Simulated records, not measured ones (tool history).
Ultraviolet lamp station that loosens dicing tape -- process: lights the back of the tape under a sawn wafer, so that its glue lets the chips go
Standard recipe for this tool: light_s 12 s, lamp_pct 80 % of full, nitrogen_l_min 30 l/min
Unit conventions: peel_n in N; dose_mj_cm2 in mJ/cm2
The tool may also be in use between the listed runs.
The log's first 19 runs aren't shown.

run,hour,light_s,lamp_pct,nitrogen_l_min,peel_n,dose_mj_cm2
20,240.7,7,80,30,1.375,336
21,250.9,7,80,30,1.281,343
22,267.1,17,74,10,0.694,768
23,277.2,8,62,30,1.686,307
24,289.3,15,62,30,0.475,569
25,303.8,15,65,17,0.741,600
26,311.8,15,67,17,0.689,616
27,329,15,67,17,0.703,617
28,345.6,15,67,17,0.672,613
29,356.1,12,72,17,0.908,523
30,371.3,12,99,40,0.288,714
31,381.2,12,99,40,0.287,722
32,391,20,95,30,0.241,1161
33,404.9,20,95,30,0.243,1154
34,422.9,20,95,30,0.248,1154
# hour 435.8: window cleaned of glue's vapour
35,435.8,20,95,30,0.246,1153
36,451.8,12,76,26,0.55,551
37,464.3,9,79,17,1.34,436
38,476.4,9,79,17,1.372,435
39,494.6,9,79,17,1.353,432
40,510.6,20,60,17,0.484,727
41,526.9,20,60,17,0.47,732
42,542.2,20,60,17,0.485,720

Predict each of these 4 candidate next runs independently; none follows another, all start after run 42:
A,553.7,12,80,35,?,?
B,553.7,20,74,33,?,?
C,553.7,12,80,32,?,?
D,553.7,8,60,17,?,?

run,peel_n,dose_mj_cm2
A,0.411,585
B,0.266,899
C,0.418,588
D,2.562,291
The same runs, with their run-to-run variation unchanged, on a tool lacking any hidden condition would have given:
run,peel_n,dose_mj_cm2
A,0.411,586
B,0.266,900
C,0.418,588
D,2.559,291
